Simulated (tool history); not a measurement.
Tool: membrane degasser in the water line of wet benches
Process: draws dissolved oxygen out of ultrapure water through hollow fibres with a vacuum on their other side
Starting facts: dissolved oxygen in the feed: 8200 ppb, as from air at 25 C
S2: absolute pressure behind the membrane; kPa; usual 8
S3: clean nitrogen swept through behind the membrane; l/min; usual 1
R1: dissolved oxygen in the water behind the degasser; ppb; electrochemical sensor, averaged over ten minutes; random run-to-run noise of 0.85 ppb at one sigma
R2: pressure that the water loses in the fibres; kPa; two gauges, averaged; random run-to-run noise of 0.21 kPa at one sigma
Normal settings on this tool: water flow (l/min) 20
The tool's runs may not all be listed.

{"run": 1, "day": 0.0, "water flow (l/min)": 20, "S2": 8, "S3": 1, "R1": 225.6, "R2": 50.08}
{"run": 2, "day": 10.425, "water flow (l/min)": 20, "S2": 8, "S3": 1, "R1": 227.4, "R2": 49.95}
{"run": 3, "day": 22.925, "water flow (l/min)": 20, "S2": 8, "S3": 0.54, "R1": 366.6, "R2": 50.18}
{"run": 4, "day": 31.842, "water flow (l/min)": 20, "S2": 8, "S3": 0.54, "R1": 371.7, "R2": 50.43}
{"run": 5, "day": 40.721, "water flow (l/min)": 20, "S2": 8, "S3": 0.54, "R1": 371.9, "R2": 50.4}
{"run": 6, "day": 51.429, "water flow (l/min)": 20, "S2": 8, "S3": 0.54, "R1": 372.5, "R2": 50.65}
{"day": 52.342, "done": "vacuum gauge calibrated"}
{"run": 7, "day": 64.858, "water flow (l/min)": 20, "S2": 8, "S3": 0.54, "R1": 373.3, "R2": 50.6}
{"run": 8, "day": 73.446, "water flow (l/min)": 16, "S2": 7.46, "S3": 0.54, "R1": 278.3, "R2": 40.63}
{"day": 76.125, "done": "vacuum gauge calibrated, once more"}
{"run": 9, "day": 79.879, "water flow (l/min)": 31, "S2": 5.82, "S3": 1.58, "R1": 193.9, "R2": 78.88}
{"run": 10, "day": 92.888, "water flow (l/min)": 20, "S2": 12.78, "S3": 1, "R1": 425.3, "R2": 51.46}
{"run": 11, "day": 101.442, "water flow (l/min)": 21, "S2": 14.76, "S3": 0.85, "R1": 604, "R2": 53.73}
{"run": 12, "day": 108.433, "water flow (l/min)": 14, "S2": 8, "S3": 1, "R1": 159.4, "R2": 35.65}

Below are 5 alternative next runs, each starting from the tool's condition after run 12. Predict each:
{"run": "A", "day": 122.588, "water flow (l/min)": 20, "S2": 8.73, "S3": 2.56, "R1": "?", "R2": "?"}
{"run": "B", "day": 122.588, "water flow (l/min)": 17, "S2": 12.87, "S3": 1.84, "R1": "?", "R2": "?"}
{"run": "C", "day": 122.588, "water flow (l/min)": 15, "S2": 16.69, "S3": 0.53, "R1": "?", "R2": "?"}
{"run": "D", "day": 122.588, "water flow (l/min)": 14, "S2": 5.42, "S3": 2.84, "R1": "?", "R2": "?"}
{"run": "E", "day": 122.588, "water flow (l/min)": 14, "S2": 5.67, "S3": 0.89, "R1": "?", "R2": "?"}

run=A R1=117.4 R2=51.3
run=B R1=216.9 R2=43.88
run=C R1=765.8 R2=38.16
run=D R1=29.4 R2=36.01
run=E R1=92.6 R2=36.1
Stripped of hidden state, with their random variation kept, the same runs would have yielded:
run=A R1=109.1 R2=46.99
run=B R1=208.9 R2=40.22
run=C R1=753.8 R2=34.93
run=D R1=27.3 R2=33
run=E R1=88.6 R2=33.07
